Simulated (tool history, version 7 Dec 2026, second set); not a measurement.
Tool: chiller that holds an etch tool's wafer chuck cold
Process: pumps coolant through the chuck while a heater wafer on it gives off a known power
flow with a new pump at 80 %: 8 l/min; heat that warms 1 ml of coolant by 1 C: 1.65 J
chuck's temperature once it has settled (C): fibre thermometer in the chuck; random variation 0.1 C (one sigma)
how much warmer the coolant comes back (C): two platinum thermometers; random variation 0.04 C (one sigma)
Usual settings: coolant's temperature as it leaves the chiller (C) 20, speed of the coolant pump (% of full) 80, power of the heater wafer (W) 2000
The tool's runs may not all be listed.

run,day,coolant's temperature as it leaves the chiller (C),speed of the coolant pump (% of full),power of the heater wafer (W),chuck's temperature once it has settled (C),how much warmer the coolant comes back (C)
1,0,20,80,2000,47.5,9.7
2,7.025,20,80,2000,47.9,9.66
3,14.108,20,80,2000,47.9,9.64
4,18.017,20,80,2000,47.9,9.76
5,23.429,20,80,2000,48.3,9.73
6,29.771,20,80,2000,48.1,9.72
7,35.438,19,80,2000,47.2,9.69
8,38.933,19,90,2000,44.6,8.7
9,47.088,20,80,2000,48.3,9.77
10,50.821,20,80,2718,58.7,13.35
11,58.004,20,80,2852,60.7,14.08
12,64.5,20,80,2000,48.6,9.88
13,72.479,20,80,2000,48.7,9.89
14,76.604,20,80,2000,48.9,9.93
# day 83.2: chiller's thermometer calibrated
15,84.783,20,80,2000,49.3,9.94
16,92.383,20,80,2000,49.6,9.91
17,95.854,20,80,2000,49.4,9.96
18,100.642,20,80,2000,49.6,9.99
19,107.954,10,88,2000,37.5,9.16
20,115.85,20,71,1422,43.3,7.99
21,122.254,14,88,2097,43,9.58
22,130.525,14,88,2097,43.1,9.6
23,137.583,14,88,2097,43.2,9.68
24,144.046,20,62,2097,58.7,13.71
25,148.638,15,65,2941,67.4,18.41
26,152.546,20,95,1375,38.2,5.9
27,157.654,12,77,2657,53.7,14.06
28,161.762,12,77,2657,53.8,14.11
29,165.712,12,77,2657,54,14.17
30,170.329,12,77,2657,53.9,14.17
31,174.783,21,68,2657,67.6,16.09
32,182.104,22,80,1588,46.4,8.17
33,188.221,30,92,1588,51.8,7.17

Forecast each of these 3 alternatives for the next run:
A,194.242,24,80,2000,?,?
B,194.242,11,92,1220,?,?
C,194.242,20,87,2000,?,?

run,chuck's temperature once it has settled (C),how much warmer the coolant comes back (C)
A,55.1,10.3
B,27.7,5.48
C,49,9.56
Without the tool's hidden state the same runs would have given:
run,chuck's temperature once it has settled (C),how much warmer the coolant comes back (C)
A,50.5,9.02
B,25.4,4.8
C,44.7,8.38
